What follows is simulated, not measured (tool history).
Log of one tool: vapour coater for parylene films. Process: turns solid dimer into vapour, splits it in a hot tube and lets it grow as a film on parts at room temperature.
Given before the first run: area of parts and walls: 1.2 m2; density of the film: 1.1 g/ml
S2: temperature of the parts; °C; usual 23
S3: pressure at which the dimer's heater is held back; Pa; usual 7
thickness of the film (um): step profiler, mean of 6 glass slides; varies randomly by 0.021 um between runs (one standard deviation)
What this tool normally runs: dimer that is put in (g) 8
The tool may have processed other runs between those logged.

Run 1, hour 0: usual settings. Result: thickness of the film (um) 3.79.
Run 2, hour 18.8: usual settings. Result: thickness of the film (um) 3.82.
Run 3, hour 28.9: usual settings. Result: thickness of the film (um) 3.82.
Run 4, hour 48.9: usual settings but S3 8.21 Pa. Result: thickness of the film (um) 3.72.
Run 5, hour 62.2: usual settings but S3 8.21 Pa. Result: thickness of the film (um) 3.71.
Run 6, hour 81.2: usual settings but S3 3.12 Pa. Result: thickness of the film (um) 4.13.
Run 7, hour 102.5: usual settings but S3 3.12 Pa. Result: thickness of the film (um) 4.11.
Run 8, hour 117.2: usual settings but S3 3.12 Pa. Result: thickness of the film (um) 4.14.
Run 9, hour 127.7: usual settings but S3 3.12 Pa. Result: thickness of the film (um) 4.16.
Run 10, hour 137.6: usual settings but S3 2.34 Pa. Result: thickness of the film (um) 4.25.
Run 11, hour 152.4: usual settings but S3 2.34 Pa. Result: thickness of the film (um) 4.3.
Run 12, hour 175.2: usual settings but S3 2.34 Pa. Result: thickness of the film (um) 4.3.
Run 13, hour 194.3: usual settings but dimer that is put in (g) 12, S3 8.71 Pa. Result: thickness of the film (um) 5.52.
Run 14, hour 217.7: usual settings but dimer that is put in (g) 7, S2 24 °C, S3 3.97 Pa. Result: thickness of the film (um) 3.41.
Run 15, hour 231.8: usual settings but dimer that is put in (g) 7, S2 24 °C, S3 4.77 Pa. Result: thickness of the film (um) 3.35.
Run 16, hour 242.8: usual settings but dimer that is put in (g) 7, S2 24 °C, S3 4.77 Pa. Result: thickness of the film (um) 3.34.
Run 17, hour 260.7: usual settings but dimer that is put in (g) 7, S2 24 °C, S3 4.77 Pa. Result: thickness of the film (um) 3.35.
Run 18, hour 270.9: usual settings but dimer that is put in (g) 6, S2 28 °C, S3 4.54 Pa. Result: thickness of the film (um) 2.54.
Run 19, hour 290.5: usual settings but dimer that is put in (g) 4, S2 28 °C, S3 4.54 Pa. Result: thickness of the film (um) 1.71.
Run 20, hour 309.3: usual settings but dimer that is put in (g) 14, S2 34 °C, S3 2.19 Pa. Result: thickness of the film (um) 5.36.
Run 21, hour 326.5: usual settings but dimer that is put in (g) 4, S3 5.83 Pa. Result: thickness of the film (um) 1.94.
Run 22, hour 340.4: usual settings but dimer that is put in (g) 7, S2 19 °C, S3 9.72 Pa. Result: thickness of the film (um) 3.62.
Run 23, hour 350.8: usual settings but dimer that is put in (g) 7, S2 19 °C, S3 9.72 Pa. Result: thickness of the film (um) 3.61.
Run 24, hour 361.7: usual settings but dimer that is put in (g) 7, S3 2.3 Pa. Result: thickness of the film (um) 3.74.

What if the next run were any one of these 3? Each begins from the tool's condition after run 24:
Run A, hour 373.2: usual settings but dimer that is put in (g) 3, S2 19 °C, S3 2.35 Pa. Result: thickness of the film (um) ?.
Run B, hour 373.2: usual settings but dimer that is put in (g) 6, S3 10.85 Pa. Result: thickness of the film (um) ?.
Run C, hour 373.2: usual settings but dimer that is put in (g) 10, S2 21 °C, S3 9.66 Pa. Result: thickness of the film (um) ?.

run  thickness of the film (um)
  A                         1.8
  B                        2.73
  C                        4.79
The same runs, with their run-to-run variation unchanged, on a tool lacking any hidden condition would have given:
run  thickness of the film (um)
  A                        1.81
  B                        2.73
  C                        4.81
